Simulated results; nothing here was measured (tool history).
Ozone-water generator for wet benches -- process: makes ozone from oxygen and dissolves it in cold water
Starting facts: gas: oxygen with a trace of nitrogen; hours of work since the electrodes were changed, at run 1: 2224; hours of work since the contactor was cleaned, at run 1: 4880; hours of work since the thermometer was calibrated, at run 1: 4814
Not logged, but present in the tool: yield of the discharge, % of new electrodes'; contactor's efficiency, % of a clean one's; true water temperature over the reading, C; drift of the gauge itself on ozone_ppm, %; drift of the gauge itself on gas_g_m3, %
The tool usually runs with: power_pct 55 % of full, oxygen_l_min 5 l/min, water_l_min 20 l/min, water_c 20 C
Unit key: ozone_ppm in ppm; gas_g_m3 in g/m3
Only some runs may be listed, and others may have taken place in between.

| run | hour | power_pct | oxygen_l_min | water_l_min | water_c | hours of work since the electrodes were changed | hours of work since the contactor was cleaned | hours of work since the thermometer was calibrated | ozone_ppm | gas_g_m3 |
|---|---|---|---|---|---|---|---|---|---|---|
| 1 | 0 | 55 | 5 | 20 | 20 | 2224 | 4880 | 4814 | 14 | 135.4 |
| 2 | 95 | 55 | 5 | 20 | 20 | 2285 | 4942 | 4875 | 13.8 | 134.6 |
| 3 | 195.7 | 55 | 5 | 20 | 20 | 2350 | 5006 | 4940 | 13.9 | 134.5 |
| 4 | 258 | 55 | 5 | 20 | 20 | 2390 | 5046 | 4980 | 13.8 | 134.3 |
| 5 | 361.5 | 55 | 5 | 20 | 21 | 2457 | 5113 | 5047 | 13.8 | 133.2 |
| 6 | 454.8 | 55 | 5 | 20 | 20 | 2517 | 5173 | 5107 | 13.8 | 134.4 |
| 7 | 558.4 | 55 | 5 | 28 | 20 | 2583 | 5239 | 5173 | 9.9 | 134.6 |
| 8 | 660.6 | 55 | 5 | 28 | 20 | 2649 | 5305 | 5239 | 9.9 | 133.8 |
| 9 | 710.1 | 55 | 5 | 31 | 20 | 2681 | 5337 | 5271 | 9 | 133.8 |
| 10 | 777.3 | 45 | 5 | 20 | 20 | 2724 | 5380 | 5314 | 11.6 | 114.1 |
| 11 | 826.3 | 45 | 5 | 20 | 20 | 2755 | 5412 | 5345 | 11.7 | 114.6 |
| 12 | 873.6 | 45 | 5 | 20 | 20 | 2786 | 5442 | 5376 | 11.7 | 114 |
| 13 | 934.2 | 45 | 5 | 20 | 20 | 2825 | 5481 | 5415 | 11.5 | 112.5 |
| 14 | 986.8 | 45 | 5 | 20 | 20 | 2858 | 5515 | 5448 | 11.8 | 112.7 |
| 15 | 1042.6 | 45 | 5 | 20 | 20 | 2894 | 5551 | 5484 | 11.6 | 113.5 |
| 16 | 1132.1 | 55 | 5 | 20 | 20 | 2952 | 5608 | 5542 | 13.4 | 132.3 |
|  | 1145.9 | contactor cleaned |
| 17 | 1212 | 85 | 8.94 | 20 | 17 | 3001 | 42 | 5591 | 20.6 | 151.6 |
| 18 | 1256.4 | 85 | 3.98 | 14 | 14 | 3029 | 71 | 5619 | 25.7 | 197.4 |
| 19 | 1319.1 | 85 | 5.54 | 14 | 26 | 3069 | 111 | 5659 | 21.7 | 176.1 |
| 20 | 1408 | 55 | 8.86 | 20 | 17 | 3127 | 168 | 5717 | 15.1 | 109.7 |
| 21 | 1473.4 | 55 | 8.86 | 20 | 17 | 3169 | 210 | 5759 | 14.6 | 107.8 |
| 22 | 1544.4 | 55 | 5 | 20 | 28 | 3214 | 256 | 5804 | 11.5 | 131 |
|  | 1590.8 | contactor cleaned, once more |
| 23 | 1599.3 | 55 | 5 | 20 | 28 | 3247 | 5 | 5837 | 12.7 | 131.3 |
| 24 | 1664.5 | 43 | 2.71 | 27 | 23 | 3289 | 47 | 5879 | 7.1 | 132.4 |
| 25 | 1769.7 | 55 | 5 | 18 | 14 | 3356 | 115 | 5946 | 17.1 | 129.6 |
|  | 1795.9 | water thermometer calibrated |
| 26 | 1840.5 | 57 | 4.94 | 13 | 19 | 3402 | 160 | 29 | 20.7 | 134.6 |
| 27 | 1915.2 | 57 | 4.94 | 13 | 25 | 3450 | 208 | 77 | 18.8 | 132.6 |
| 28 | 1962.9 | 57 | 4.94 | 13 | 25 | 3480 | 239 | 107 | 18.6 | 134.4 |
| 29 | 2027.4 | 55 | 5 | 15 | 22 | 3522 | 280 | 149 | 17.5 | 130.4 |
| 30 | 2117.8 | 47 | 2.89 | 20 | 21 | 3580 | 338 | 207 | 10.9 | 137.9 |
| 31 | 2197.1 | 47 | 2.89 | 20 | 21 | 3631 | 389 | 258 | 10.8 | 137.8 |
| 32 | 2295.3 | 47 | 2.89 | 20 | 21 | 3694 | 452 | 321 | 10.8 | 138.3 |

Here are 3 independent what-if runs from the current tool condition. What would each one return?
| A | 2353.4 | 42 | 6.13 | 20 | 25 | 3731 | 490 | 358 | ? | ? |
| B | 2353.4 | 71 | 8.81 | 20 | 14 | 3731 | 490 | 358 | ? | ? |
| C | 2353.4 | 59 | 5 | 24 | 23 | 3731 | 490 | 358 | ? | ? |

| run | ozone_ppm | gas_g_m3 |
|---|---|---|
| A | 11.1 | 99 |
| B | 21 | 128.4 |
| C | 12.3 | 135.1 |
Without the tool's hidden state the same runs would have given:
| run | ozone_ppm | gas_g_m3 |
|---|---|---|
| A | 12.2 | 107.4 |
| B | 24.3 | 147.4 |
| C | 13.9 | 152.1 |
